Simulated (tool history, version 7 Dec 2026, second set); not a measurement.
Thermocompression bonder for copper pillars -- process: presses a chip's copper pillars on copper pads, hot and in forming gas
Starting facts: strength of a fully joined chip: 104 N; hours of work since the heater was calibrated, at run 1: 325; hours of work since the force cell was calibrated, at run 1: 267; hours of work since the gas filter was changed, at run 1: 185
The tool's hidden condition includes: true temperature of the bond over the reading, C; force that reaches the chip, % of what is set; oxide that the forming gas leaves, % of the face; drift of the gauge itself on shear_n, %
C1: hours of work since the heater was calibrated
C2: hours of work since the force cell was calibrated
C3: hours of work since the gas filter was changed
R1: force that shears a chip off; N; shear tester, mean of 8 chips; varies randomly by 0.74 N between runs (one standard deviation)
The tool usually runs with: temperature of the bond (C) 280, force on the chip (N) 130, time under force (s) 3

Run 1, hour 0.0: usual settings; C1 325; C2 267; C3 185. Result: R1 51.3 N.
Run 2, hour 15.5: usual settings; C1 333; C2 276; C3 194. Result: R1 50.2 N.
Run 3, hour 29.7: usual settings; C1 341; C2 284; C3 201. Result: R1 50.7 N.
Run 4, hour 46.2: usual settings but temperature of the bond (C) 277; C1 350; C2 293; C3 210. Result: R1 47.3 N.
Run 5, hour 68.0: usual settings but temperature of the bond (C) 277; C1 362; C2 305; C3 223. Result: R1 48.2 N.
Run 6, hour 79.4: usual settings; C1 369; C2 311; C3 229. Result: R1 49.8 N.
Run 7, hour 101.9: usual settings; C1 381; C2 324; C3 241. Result: R1 50.9 N.
Run 8, hour 123.8: usual settings; C1 393; C2 336; C3 253. Result: R1 49.3 N.
Run 9, hour 135.1: usual settings but temperature of the bond (C) 256, force on the chip (N) 172, time under force (s) 9; C1 399; C2 342; C3 260. Result: R1 61.8 N.
Run 10, hour 148.1: usual settings but temperature of the bond (C) 267, force on the chip (N) 85; C1 407; C2 349; C3 267. Result: R1 33.6 N.

What does the tool deliver on the next run?
Run 11, hour 164.9: usual settings but temperature of the bond (C) 267, force on the chip (N) 85; C1 416; C2 359; C3 276. Result: R1 ?.

Run 11 came out at R1 31.9 N.
The same run, on a tool lacking any hidden state, would have yielded R1 35.4 N.
